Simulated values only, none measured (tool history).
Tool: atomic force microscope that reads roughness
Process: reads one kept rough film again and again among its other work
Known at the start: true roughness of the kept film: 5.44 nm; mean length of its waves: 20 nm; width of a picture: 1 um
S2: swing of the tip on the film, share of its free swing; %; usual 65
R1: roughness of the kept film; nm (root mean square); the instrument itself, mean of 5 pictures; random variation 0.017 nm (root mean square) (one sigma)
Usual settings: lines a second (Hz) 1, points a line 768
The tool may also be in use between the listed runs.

Run 1, day 0: usual settings. Result: R1 3.727 nm (root mean square).
Run 2, day 0.404: usual settings. Result: R1 3.617 nm (root mean square).
Run 3, day 0.833: usual settings. Result: R1 3.447 nm (root mean square).
Run 4, day 1.217: usual settings but points a line 468. Result: R1 3.327 nm (root mean square).
Run 5, day 1.571: usual settings but points a line 468. Result: R1 3.266 nm (root mean square).
Run 6, day 1.833: usual settings but lines a second (Hz) 0.63. Result: R1 3.205 nm (root mean square).
Run 7, day 2.117: usual settings but lines a second (Hz) 0.63. Result: R1 3.126 nm (root mean square).
Run 8, day 2.358: usual settings but lines a second (Hz) 0.63, S2 71 %, points a line 648. Result: R1 3.081 nm (root mean square).
Run 9, day 2.775: usual settings but lines a second (Hz) 0.63, S2 71 %, points a line 648. Result: R1 2.982 nm (root mean square).
Run 10, day 3.1: usual settings but lines a second (Hz) 0.96, points a line 561. Result: R1 2.902 nm (root mean square).
Run 11, day 3.429: usual settings but lines a second (Hz) 2.07, S2 73 %, points a line 524. Result: R1 2.731 nm (root mean square).
Run 12, day 3.842: usual settings but S2 60 %, points a line 357. Result: R1 2.73 nm (root mean square).
Run 13, day 4.171: usual settings but S2 60 %, points a line 357. Result: R1 2.694 nm (root mean square).
Run 14, day 4.596: usual settings but S2 60 %, points a line 357. Result: R1 2.624 nm (root mean square).

Forecast each of these 5 alternatives for the next run:
Run A, day 5.092: usual settings but S2 60 %, points a line 339. Result: R1 ?.
Run B, day 5.092: usual settings but lines a second (Hz) 0.66, S2 60 %, points a line 645. Result: R1 ?.
Run C, day 5.092: usual settings but points a line 703. Result: R1 ?.
Run D, day 5.092: usual settings but lines a second (Hz) 1.93, S2 88 %, points a line 652. Result: R1 ?.
Run E, day 5.092: usual settings but lines a second (Hz) 3.89, S2 84 %, points a line 357. Result: R1 ?.

run     R1
  A  2.512
  B  2.585
  C  2.561
  D  2.312
  E  2.112
Without the tool's hidden state the same runs would have given:
run     R1
  A  4.112
  B  4.233
  C  4.198
  D  3.784
  E  3.459
